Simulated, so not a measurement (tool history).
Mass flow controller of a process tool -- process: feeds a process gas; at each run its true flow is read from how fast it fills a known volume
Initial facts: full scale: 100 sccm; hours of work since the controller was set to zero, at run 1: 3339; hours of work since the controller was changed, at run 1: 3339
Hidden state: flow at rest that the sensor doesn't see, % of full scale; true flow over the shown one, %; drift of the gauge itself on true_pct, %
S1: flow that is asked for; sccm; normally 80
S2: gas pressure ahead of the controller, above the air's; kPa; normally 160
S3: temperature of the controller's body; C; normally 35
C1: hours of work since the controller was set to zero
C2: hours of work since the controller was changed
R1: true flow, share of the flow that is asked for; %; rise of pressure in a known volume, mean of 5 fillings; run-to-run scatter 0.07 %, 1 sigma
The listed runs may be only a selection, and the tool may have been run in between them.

Run 1, hour 0: usual settings; C1 3339; C2 3339. Result: R1 98.53 %.
Run 2, hour 158.5: usual settings; C1 3429; C2 3429. Result: R1 98.36 %.
Run 3, hour 285.6: usual settings; C1 3501; C2 3501. Result: R1 98.43 %.
Run 4, hour 423.9: usual settings; C1 3579; C2 3579. Result: R1 98.37 %.
Run 5, hour 615.4: usual settings; C1 3688; C2 3688. Result: R1 98.17 %.
Run 6, hour 750: usual settings; C1 3764; C2 3764. Result: R1 98.18 %.
Run 7, hour 913.6: usual settings; C1 3857; C2 3857. Result: R1 98.01 %.
Run 8, hour 1094.8: usual settings; C1 3960; C2 3960. Result: R1 98.04 %.
Run 9, hour 1282.4: usual settings; C1 4066; C2 4066. Result: R1 97.94 %.
Run 10, hour 1413.8: usual settings but S3 23 C; C1 4140; C2 4140. Result: R1 98.91 %.
Run 11, hour 1590.7: usual settings but S3 23 C; C1 4241; C2 4241. Result: R1 98.94 %.
Run 12, hour 1743.5: usual settings but S3 23 C; C1 4327; C2 4327. Result: R1 98.7 %.
Run 13, hour 1826.6: usual settings but S1 54 sccm, S3 37 C; C1 4374; C2 4374. Result: R1 97 %.
Run 14, hour 1971.1: usual settings but S1 54 sccm, S3 34 C; C1 4456; C2 4456. Result: R1 97.28 %.
Run 15, hour 2072.9: usual settings but S1 23 sccm, S2 175 kPa, S3 38 C; C1 4514; C2 4514. Result: R1 96.25 %.
Run 16, hour 2264.1: usual settings but S1 10 sccm, S2 260 kPa, S3 28 C; C1 4622; C2 4622. Result: R1 97.2 %.
Run 17, hour 2350.6: usual settings but S1 13 sccm; C1 4671; C2 4671. Result: R1 96.02 %.
Run 18, hour 2532.3: usual settings but S1 13 sccm, S2 179 kPa, S3 20 C; C1 4774; C2 4774. Result: R1 97.48 %.
Run 19, hour 2654.2: usual settings but S1 17 sccm, S2 247 kPa, S3 37 C; C1 4843; C2 4843. Result: R1 96.1 %.
Run 20, hour 2777.8: usual settings but S2 158 kPa, S3 37 C; C1 4913; C2 4913. Result: R1 96.94 %.
Run 21, hour 2904.8: usual settings but S1 89 sccm, S2 190 kPa; C1 4985; C2 4985. Result: R1 97.32 %.
Run 22, hour 3048.6: usual settings but S1 89 sccm, S2 190 kPa; C1 5067; C2 5067. Result: R1 97.27 %.

Forecast run 23:
Run 23, hour 3246.6: usual settings but S1 89 sccm, S2 190 kPa; C1 5179; C2 5179. Result: R1 ?.

Run 23 produced R1 97.12 %.
If the tool had no hidden condition, the same run with the same run-to-run variation would have returned R1 98.69 %.

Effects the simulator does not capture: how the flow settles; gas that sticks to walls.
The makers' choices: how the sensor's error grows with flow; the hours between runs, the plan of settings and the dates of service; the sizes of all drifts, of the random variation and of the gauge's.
